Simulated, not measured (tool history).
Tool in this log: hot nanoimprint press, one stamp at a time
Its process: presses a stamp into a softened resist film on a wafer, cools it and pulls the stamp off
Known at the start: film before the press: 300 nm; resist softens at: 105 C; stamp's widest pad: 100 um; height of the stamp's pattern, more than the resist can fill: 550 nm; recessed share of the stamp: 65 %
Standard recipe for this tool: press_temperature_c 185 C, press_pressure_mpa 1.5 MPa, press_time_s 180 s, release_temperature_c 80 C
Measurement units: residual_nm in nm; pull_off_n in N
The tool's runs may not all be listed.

run 1 hour=0 | press_temperature_c=185 press_pressure_mpa=1.5 press_time_s=180 release_temperature_c=80 | residual_nm=133.5 pull_off_n=107
run 2 hour=11.8 | press_temperature_c=185 press_pressure_mpa=1.5 press_time_s=180 release_temperature_c=80 | residual_nm=135.1 pull_off_n=106
run 3 hour=22.5 | press_temperature_c=185 press_pressure_mpa=1.5 press_time_s=180 release_temperature_c=80 | residual_nm=132.6 pull_off_n=107
run 4 hour=35.8 | press_temperature_c=185 press_pressure_mpa=1.5 press_time_s=180 release_temperature_c=80 | residual_nm=134 pull_off_n=110
run 5 hour=54.7 | press_temperature_c=185 press_pressure_mpa=1.5 press_time_s=180 release_temperature_c=80 | residual_nm=134.7 pull_off_n=111
run 6 hour=69 | press_temperature_c=185 press_pressure_mpa=1.5 press_time_s=180 release_temperature_c=80 | residual_nm=134.2 pull_off_n=112
run 7 hour=84 | press_temperature_c=185 press_pressure_mpa=1.5 press_time_s=180 release_temperature_c=80 | residual_nm=136.2 pull_off_n=113
run 8 hour=97.5 | press_temperature_c=185 press_pressure_mpa=1.5 press_time_s=226 release_temperature_c=80 | residual_nm=123.6 pull_off_n=115
run 9 hour=114.1 | press_temperature_c=185 press_pressure_mpa=1.22 press_time_s=180 release_temperature_c=80 | residual_nm=150.3 pull_off_n=109
run 10 hour=128.8 | press_temperature_c=185 press_pressure_mpa=1.5 press_time_s=180 release_temperature_c=80 | residual_nm=135.8 pull_off_n=117
run 11 hour=137.8 | press_temperature_c=185 press_pressure_mpa=1.5 press_time_s=180 release_temperature_c=80 | residual_nm=136.3 pull_off_n=116
run 12 hour=146.6 | press_temperature_c=185 press_pressure_mpa=1.5 press_time_s=180 release_temperature_c=80 | residual_nm=135.3 pull_off_n=118
run 13 hour=158.6 | press_temperature_c=185 press_pressure_mpa=1.5 press_time_s=95 release_temperature_c=80 | residual_nm=166.5 pull_off_n=119
run 14 hour=176.5 | press_temperature_c=185 press_pressure_mpa=1.5 press_time_s=95 release_temperature_c=80 | residual_nm=166.9 pull_off_n=119
run 15 hour=193.8 | press_temperature_c=185 press_pressure_mpa=1.5 press_time_s=180 release_temperature_c=80 | residual_nm=136 pull_off_n=123
-- hour=197.7 plate thermocouple calibrated
run 16 hour=211.3 | press_temperature_c=185 press_pressure_mpa=1.5 press_time_s=180 release_temperature_c=75 | residual_nm=132.6 pull_off_n=137
run 17 hour=229.7 | press_temperature_c=185 press_pressure_mpa=1.72 press_time_s=180 release_temperature_c=80 | residual_nm=125.6 pull_off_n=123
run 18 hour=250 | press_temperature_c=185 press_pressure_mpa=1.72 press_time_s=180 release_temperature_c=80 | residual_nm=124.4 pull_off_n=128
run 19 hour=269.2 | press_temperature_c=185 press_pressure_mpa=1.27 press_time_s=145 release_temperature_c=80 | residual_nm=157 pull_off_n=130
run 20 hour=278 | press_temperature_c=181 press_pressure_mpa=1.92 press_time_s=242 release_temperature_c=80 | residual_nm=124.7 pull_off_n=125
run 21 hour=286.6 | press_temperature_c=190 press_pressure_mpa=1.22 press_time_s=262 release_temperature_c=86 | residual_nm=110.9 pull_off_n=110
run 22 hour=296.5 | press_temperature_c=190 press_pressure_mpa=1.52 press_time_s=262 release_temperature_c=86 | residual_nm=98.4 pull_off_n=111
run 23 hour=306.2 | press_temperature_c=190 press_pressure_mpa=1.52 press_time_s=262 release_temperature_c=86 | residual_nm=98.3 pull_off_n=110
run 24 hour=317.1 | press_temperature_c=190 press_pressure_mpa=1.52 press_time_s=119 release_temperature_c=81 | residual_nm=129.8 pull_off_n=127
run 25 hour=331.2 | press_temperature_c=190 press_pressure_mpa=1.52 press_time_s=119 release_temperature_c=81 | residual_nm=130.2 pull_off_n=128
run 26 hour=343 | press_temperature_c=176 press_pressure_mpa=1.52 press_time_s=119 release_temperature_c=81 | residual_nm=205.8 pull_off_n=126
run 27 hour=355.1 | press_temperature_c=176 press_pressure_mpa=1.52 press_time_s=119 release_temperature_c=81 | residual_nm=207.3 pull_off_n=132
run 28 hour=367.6 | press_temperature_c=176 press_pressure_mpa=1.52 press_time_s=119 release_temperature_c=81 | residual_nm=204.9 pull_off_n=128
run 29 hour=378.9 | press_temperature_c=176 press_pressure_mpa=1.52 press_time_s=119 release_temperature_c=81 | residual_nm=206.1 pull_off_n=129
run 30 hour=396.2 | press_temperature_c=176 press_pressure_mpa=1.52 press_time_s=119 release_temperature_c=81 | residual_nm=207 pull_off_n=138

Each run again, without the hidden state but with its own random variation kept:
Hidden state present: true temperature over the reading, C; pressure that arrives at the usual setting, %; grip of the stamp's worn release coat, % over a new coat's; drift of the gauge itself on residual_nm, %; drift of the gauge itself on pull_off_n, %.
run=1 residual_nm=131.7 pull_off_n=94
run=2 residual_nm=133.1 pull_off_n=92
run=3 residual_nm=130.5 pull_off_n=93
run=4 residual_nm=131.7 pull_off_n=94
run=5 residual_nm=132.2 pull_off_n=94
run=6 residual_nm=131.6 pull_off_n=94
run=7 residual_nm=133.4 pull_off_n=94
run=8 residual_nm=120.9 pull_off_n=95
run=9 residual_nm=147.1 pull_off_n=89
run=10 residual_nm=132.7 pull_off_n=94
run=11 residual_nm=133 pull_off_n=93
run=12 residual_nm=132 pull_off_n=94
run=13 residual_nm=162.6 pull_off_n=93
run=14 residual_nm=162.8 pull_off_n=93
run=15 residual_nm=132 pull_off_n=95
run=16 residual_nm=130.5 pull_off_n=106
run=17 residual_nm=123.3 pull_off_n=94
run=18 residual_nm=122 pull_off_n=97
run=19 residual_nm=154.2 pull_off_n=97
run=20 residual_nm=121.7 pull_off_n=92
run=21 residual_nm=108.6 pull_off_n=81
run=22 residual_nm=96.1 pull_off_n=81
run=23 residual_nm=95.9 pull_off_n=79
run=24 residual_nm=126.7 pull_off_n=92
run=25 residual_nm=127 pull_off_n=93
run=26 residual_nm=201.5 pull_off_n=90
run=27 residual_nm=202.7 pull_off_n=94
run=28 residual_nm=200.2 pull_off_n=89
run=29 residual_nm=201.3 pull_off_n=90
run=30 residual_nm=201.9 pull_off_n=96
